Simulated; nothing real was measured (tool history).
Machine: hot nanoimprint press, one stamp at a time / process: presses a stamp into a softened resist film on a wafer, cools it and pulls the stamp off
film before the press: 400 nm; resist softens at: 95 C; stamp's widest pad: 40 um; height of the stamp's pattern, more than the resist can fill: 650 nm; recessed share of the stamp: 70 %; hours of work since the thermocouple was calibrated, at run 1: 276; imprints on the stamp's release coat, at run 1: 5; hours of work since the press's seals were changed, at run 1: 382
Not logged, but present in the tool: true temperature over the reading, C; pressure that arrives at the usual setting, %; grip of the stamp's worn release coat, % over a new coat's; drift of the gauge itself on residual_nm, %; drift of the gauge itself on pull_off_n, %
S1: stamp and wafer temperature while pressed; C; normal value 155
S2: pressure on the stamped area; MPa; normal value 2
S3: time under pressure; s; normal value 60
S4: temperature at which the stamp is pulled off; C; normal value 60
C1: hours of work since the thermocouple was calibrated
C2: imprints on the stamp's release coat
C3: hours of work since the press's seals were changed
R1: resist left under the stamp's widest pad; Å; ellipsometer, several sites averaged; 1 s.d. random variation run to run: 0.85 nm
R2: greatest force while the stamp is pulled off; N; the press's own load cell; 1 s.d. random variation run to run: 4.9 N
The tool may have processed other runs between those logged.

run,day,S1,S2,S3,S4,C1,C2,C3,R1,R2
1,0,155,2,60,60,276,5,382,1987,237
2,0.888,155,2,60,60,288,58,394,1978,234
3,1.758,155,2,60,58,300,110,406,1970,243
4,2.608,155,2,60,58,311,160,417,1969,255
5,3.6,155,2,60,58,325,219,431,1973,251
6,4.433,155,2,60,55,336,268,442,1978,274
7,5.004,155,2,60,55,344,302,450,1969,272
8,5.983,155,2,60,55,357,360,463,1963,269
9,6.817,155,2,63,55,369,410,475,1915,274
10,7.425,155,2,63,55,377,446,483,1919,285
11,7.988,155,2,63,55,385,479,490,1923,282
12,8.612,155,2.75,63,55,393,516,499,1690,283
13,9.038,155,2,60,53,399,541,505,1958,302
14,9.679,155,2,60,53,408,579,514,1942,306
15,10.246,151,2,32,49,416,613,521,2752,316
16,10.892,151,2,32,49,424,651,530,2779,319
17,11.496,160,2.75,60,46,433,687,538,1363,334
18,12.058,155,1.93,60,60,440,720,546,1964,291
19,12.867,155,1.33,60,60,451,768,557,2250,305
20,13.421,155,2,60,54,459,801,565,1935,306
21,13.925,155,2.71,36,56,466,831,572,2102,310

5 options for the next run, each taken on its own from the tool as it stands now. Forecast them:
A,14.829,155,1.67,36,56,478,885,584,?,?
B,14.829,155,1.96,60,47,478,885,584,?,?
C,14.829,163,2.71,37,66,478,885,584,?,?
D,14.829,155,1.75,116,47,478,885,584,?,?
E,14.829,155,2.92,36,56,478,885,584,?,?

run,R1,R2
A,2462,322
B,1944,348
C,1489,286
D,1569,337
E,2043,327
What these runs would have given with no unlogged condition in the tool:
run,R1,R2
A,2584,251
B,2062,271
C,1571,224
D,1677,263
E,2155,255
